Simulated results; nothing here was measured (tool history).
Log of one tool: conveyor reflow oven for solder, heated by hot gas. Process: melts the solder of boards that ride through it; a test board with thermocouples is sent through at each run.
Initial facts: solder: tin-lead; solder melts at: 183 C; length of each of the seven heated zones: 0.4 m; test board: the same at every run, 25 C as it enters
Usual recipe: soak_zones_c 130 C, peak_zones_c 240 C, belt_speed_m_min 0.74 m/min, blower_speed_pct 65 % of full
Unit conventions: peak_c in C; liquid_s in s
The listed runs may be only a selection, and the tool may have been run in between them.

| run | day | soak_zones_c | peak_zones_c | belt_speed_m_min | blower_speed_pct | peak_c | liquid_s |
|---|---|---|---|---|---|---|---|
| 1 | 0 | 130 | 240 | 0.74 | 65 | 219.7 | 48.3 |
| 2 | 3.375 | 130 | 240 | 0.74 | 65 | 219.6 | 48.4 |
| 3 | 5.608 | 130 | 240 | 0.595 | 65 | 226.4 | 66.5 |
| 4 | 7.904 | 130 | 240 | 0.595 | 65 | 226.4 | 66 |
| 5 | 11.008 | 130 | 240 | 0.595 | 65 | 226.4 | 66.1 |
| 6 | 13.279 | 130 | 240 | 0.595 | 65 | 225.9 | 66.1 |
|  | 14.133 | flux residue cleaned out of gas plates and filters |
|  | 14.588 | thermocouples of zones 6 and 7 changed |
| 7 | 17.654 | 130 | 240 | 0.595 | 65 | 228.5 | 68 |
| 8 | 20.083 | 130 | 240 | 0.595 | 85 | 230.5 | 69.4 |
| 9 | 24.108 | 126 | 240 | 0.595 | 85 | 230.3 | 68.2 |
| 10 | 27.283 | 126 | 240 | 0.595 | 52 | 225.1 | 64.5 |
| 11 | 30.958 | 126 | 240 | 0.595 | 52 | 224.8 | 64.1 |
| 12 | 32.662 | 133 | 240 | 0.595 | 52 | 225.9 | 67.1 |
| 13 | 36.279 | 130 | 240 | 0.74 | 50 | 217.3 | 46.4 |
|  | 36.825 | belt drive overhauled, speed set with a stopwatch |
| 14 | 39.25 | 130 | 240 | 0.74 | 53 | 217 | 45.2 |
| 15 | 42.154 | 130 | 240 | 0.74 | 65 | 219.3 | 46.9 |
| 16 | 44.108 | 130 | 240 | 0.79 | 65 | 216.1 | 41.9 |
|  | 44.496 | flux residue cleaned out of gas plates and filters |
| 17 | 48.329 | 130 | 240 | 0.79 | 65 | 218.6 | 44 |
| 18 | 50.754 | 131 | 230 | 0.717 | 58 | 212.2 | 44.5 |
| 19 | 53.758 | 131 | 230 | 0.717 | 58 | 211.4 | 43.7 |
| 20 | 56.162 | 131 | 230 | 0.717 | 58 | 211.2 | 43.8 |
| 21 | 58.371 | 131 | 252 | 0.629 | 58 | 235.4 | 66.9 |
| 22 | 60.542 | 131 | 252 | 0.629 | 58 | 235.8 | 66.7 |
| 23 | 64.129 | 131 | 252 | 0.629 | 58 | 235 | 67.1 |
| 24 | 66.338 | 131 | 252 | 0.629 | 58 | 235 | 66.8 |
| 25 | 67.992 | 131 | 252 | 0.889 | 58 | 220 | 39.5 |
| 26 | 71.808 | 130 | 237 | 0.74 | 81 | 218.9 | 47.6 |
| 27 | 73.967 | 127 | 254 | 0.783 | 81 | 231 | 50.7 |
|  | 74.642 | flux residue cleaned out of gas plates and filters |
| 28 | 76.592 | 127 | 254 | 0.783 | 81 | 233.6 | 52 |
|  | 78.5 | thermocouples of zones 6 and 7 changed |
| 29 | 79.729 | 143 | 240 | 0.74 | 86 | 227 | 56.1 |
| 30 | 83.267 | 143 | 240 | 0.74 | 86 | 226.4 | 56.3 |
| 31 | 85.612 | 143 | 233 | 0.785 | 86 | 218.3 | 48.6 |

What would each run have given without the hidden state, its run-to-run variation left as it was?
Hidden state at play: heat that the gas passes to the board, % of a clean oven's; belt's true speed, % of the reading; true gas temperature in zones 6 and 7 over the reading, C; drift of the gauge itself on peak_c, C; drift of the gauge itself on liquid_s, %.
| run | peak_c | liquid_s |
|---|---|---|
| 1 | 221.3 | 48.8 |
| 2 | 221.5 | 49.1 |
| 3 | 228.2 | 66.8 |
| 4 | 228.4 | 66.4 |
| 5 | 228.6 | 66.6 |
| 6 | 228.3 | 66.6 |
| 7 | 228.3 | 66.7 |
| 8 | 230.5 | 68.1 |
| 9 | 230.5 | 67.1 |
| 10 | 225.4 | 63.5 |
| 11 | 225.4 | 63.2 |
| 12 | 226.5 | 66.2 |
| 13 | 218.4 | 46.2 |
| 14 | 219.3 | 47 |
| 15 | 221.9 | 48.8 |
| 16 | 219.1 | 44.1 |
| 17 | 219.2 | 44.2 |
| 18 | 212.9 | 45 |
| 19 | 212.3 | 44.4 |
| 20 | 212.3 | 44.6 |
| 21 | 236.7 | 67.2 |
| 22 | 237.2 | 67.1 |
| 23 | 236.6 | 67.5 |
| 24 | 236.9 | 67.2 |
| 25 | 222.5 | 40.7 |
| 26 | 221.5 | 49.1 |
| 27 | 234.2 | 51.7 |
| 28 | 234.2 | 51.8 |
| 29 | 227.1 | 55.6 |
| 30 | 226.7 | 55.8 |
| 31 | 218.9 | 48.4 |

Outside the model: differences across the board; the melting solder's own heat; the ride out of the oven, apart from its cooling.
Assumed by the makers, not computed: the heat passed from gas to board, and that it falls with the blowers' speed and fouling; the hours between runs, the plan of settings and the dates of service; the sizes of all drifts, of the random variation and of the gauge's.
